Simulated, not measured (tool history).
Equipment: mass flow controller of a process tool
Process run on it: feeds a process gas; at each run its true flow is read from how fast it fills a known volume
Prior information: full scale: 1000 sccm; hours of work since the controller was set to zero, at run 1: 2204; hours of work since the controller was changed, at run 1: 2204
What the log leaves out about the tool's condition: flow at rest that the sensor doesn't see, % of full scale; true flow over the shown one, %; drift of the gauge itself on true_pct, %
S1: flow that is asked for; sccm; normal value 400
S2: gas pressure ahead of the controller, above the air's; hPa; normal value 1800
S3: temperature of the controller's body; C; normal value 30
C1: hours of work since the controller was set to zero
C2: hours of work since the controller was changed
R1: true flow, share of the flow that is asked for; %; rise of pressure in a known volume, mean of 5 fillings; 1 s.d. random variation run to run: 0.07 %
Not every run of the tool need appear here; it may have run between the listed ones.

run    hour   S1    S2  S3    C1    C2      R1
  1     0.0  400  1800  30  2204  2204   99.87
  2    52.9  400  1800  30  2243  2243   99.75
  3   112.6  400  2710  30  2288  2288  100.42
  4   194.6  400  2710  30  2350  2350  100.48
  5   283.8  400  2710  30  2416  2416  100.47
  6   362.6  400  2710  30  2476  2476  100.41
  7   442.3  943  1800  30  2535  2535  100.12
  8   523.5  233  1800  30  2596  2596  100.39
  9   571.0  233  1800  30  2632  2632  100.46
 10   637.7  691  1800  30  2682  2682   99.97
 11   739.4  927  1800  30  2758  2758  100.21
 12   804.5  927  1800  30  2807  2807  100.36
 13   849.7  400  1800  30  2841  2841   99.97
 14   951.9  400  1800  30  2917  2917  100.06
 15  1009.5  400  1800  32  2961  2961  100.09
 16  1084.6  400  1800  30  3017  3017  100.00
 17  1176.1  143  1800  30  3085  3085  101.86
 18  1238.3  143  1800  30  3132  3132  102.03
 19  1295.1  400  1800  30  3175  3175  100.14
 20  1364.5  400  1570  30  3227  3227  100.02
 21  1452.2  363  1570  22  3292  3292   99.78
 22  1531.7  354  1970  39  3352  3352  100.89
 23  1577.8  849  1740  39  3387  3387  100.57
 24  1655.4  790  1800  22  3445  3445   99.75
 25  1754.6  116  1800  22  3519  3519  102.73
 26  1839.2  116  1800  22  3583  3583  102.90
 27  1929.7  116  1800  22  3650  3650  102.90
 28  2022.1  116  1800  22  3720  3720  103.02
 29  2113.6  400  2480  31  3788  3788  100.80
 30  2218.2  400  1430  39  3867  3867  100.61
 31  2294.0  204  1460  21  3924  3924  100.95
 32  2363.2  113  1660  40  3975  3975  104.11
 33  2430.1  839  1660  40  4026  4026  100.65
 34  2475.5  250  2540  32  4060  4060  101.66
 35  2527.0  499  1870  24  4098  4098  100.00
 36  2583.1  499  1870  32  4140  4140  100.30
 37  2681.6  400  1810  25  4214  4214  100.11
 38  2753.1  400  1810  25  4268  4268  100.20

Consider 4 possible next runs. They are alternatives, not a sequence: every one starts from the tool as it was left by run 38. What does each give?
  A  2812.1  400  1510  30  4312  4312   ?
  B  2812.1  267  2540  38  4312  4312   ?
  C  2812.1  345  2190  30  4312  4312   ?
  D  2812.1  400  1780  28  4312  4312   ?

run      R1
  A  100.20
  B  101.73
  C  100.80
  D  100.12
Stripped of hidden state, with their random variation kept, the same runs would have yielded:
run     R1
  A  98.95
  B  99.65
  C  99.29
  D  98.87

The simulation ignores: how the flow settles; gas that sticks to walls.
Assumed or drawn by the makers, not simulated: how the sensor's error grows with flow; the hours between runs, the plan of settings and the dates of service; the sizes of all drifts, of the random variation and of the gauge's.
